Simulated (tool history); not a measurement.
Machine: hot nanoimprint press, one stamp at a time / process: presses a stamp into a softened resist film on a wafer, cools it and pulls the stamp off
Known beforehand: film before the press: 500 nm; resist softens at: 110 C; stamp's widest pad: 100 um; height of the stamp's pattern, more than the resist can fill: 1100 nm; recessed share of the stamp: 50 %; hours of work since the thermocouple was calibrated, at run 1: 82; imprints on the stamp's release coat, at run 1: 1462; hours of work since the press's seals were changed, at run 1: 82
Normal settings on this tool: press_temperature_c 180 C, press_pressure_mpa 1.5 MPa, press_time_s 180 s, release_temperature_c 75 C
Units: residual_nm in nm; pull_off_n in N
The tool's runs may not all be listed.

run	hour	press_temperature_c	press_pressure_mpa	press_time_s	release_temperature_c	hours of work since the thermocouple was calibrated	imprints on the stamp's release coat	hours of work since the press's seals were changed	residual_nm	pull_off_n
1	0	180	1.5	180	75	82	1462	82	275	110
2	62	180	1.5	180	75	131	1609	131	273.1	107
3	95.2	180	1.5	122	75	156	1687	156	311.3	109
4	140.2	180	1.5	122	78	191	1794	191	309.8	111
5	205.6	180	1.1	122	78	242	1948	242	339.2	107
6	255.7	180	1.41	122	78	281	2067	281	316.7	108
7	318.6	180	1.41	122	78	330	2215	330	316.1	104
# hour 338.2: plate thermocouple calibrated
# hour 344.2: stamp cleaned and given a new release coat
8	364.7	180	1.41	122	78	16	48	359	315.9	101
9	408.9	180	1.41	122	78	50	153	393	313.4	103
10	474.3	180	1.41	122	78	101	307	444	313.8	105
11	520.2	180	1.5	180	75	137	416	480	269.8	107
12	575.9	180	1.5	180	75	180	547	523	270.8	112
# hour 626: press's hydraulic seals changed and the load cell set to zero
13	626	180	1.72	180	75	213	647	0	257.5	107
14	658.9	180	1.72	180	75	238	725	26	257.8	110
15	716.8	180	1.86	180	75	283	861	71	249.3	110
16	758.6	180	0.91	180	66	316	960	103	316.5	127
# hour 798.7: plate thermocouple calibrated
17	829.1	180	1.5	180	73	24	1120	155	269.4	111
18	877.6	189	1.6	195	73	61	1234	193	181.4	108
19	932.6	180	1.6	195	69	104	1364	236	254.3	117
20	983.4	180	1.3	107	75	143	1485	275	330.8	110
21	1030.9	177	1.3	107	75	180	1597	312	353.8	111
# hour 1088.8: gauge calibrated
22	1088.8	177	1.3	107	75	225	1734	357	366.5	111
23	1149.3	177	1.3	107	75	272	1877	404	366	113
24	1217.8	180	1.9	111	75	325	2039	457	298.4	109
# hour 1243.2: plate thermocouple calibrated
25	1274.7	180	1.39	180	70	24	2166	499	281.6	114
# hour 1319.5: stamp cleaned and given a new release coat
26	1348.2	180	1.39	180	70	77	68	552	280.2	109
# hour 1362: press's hydraulic seals changed and the load cell set to zero
27	1408.2	171	1.73	277	75	117	191	36	309.5	110
28	1463.3	168	1.39	168	66	160	321	79	400.1	117
29	1501.3	180	1.26	180	76	190	411	108	288.6	110

The logged runs with the hidden state left out (each run's random variation unchanged):
Hidden conditions of the tool in this case: true temperature over the reading, C; pressure that arrives at the usual setting, %; grip of the stamp's worn release coat, % over a new coat's; drift of the gauge itself on residual_nm, %; drift of the gauge itself on pull_off_n, %.
run	residual_nm
1	275
2	273.6
3	312.2
4	311
5	341.1
6	318.9
7	318.8
8	318.8
9	316.6
10	317.6
11	273.3
12	274.7
13	261.6
14	262.2
15	253.9
16	322.7
17	275
18	185.4
19	260.3
20	339.1
21	363.1
22	366.5
23	366.6
24	299.4
25	282.9
26	282
27	312
28	403.8
29	291.6
pull_off_n: within 2 N of the measured result in every run.
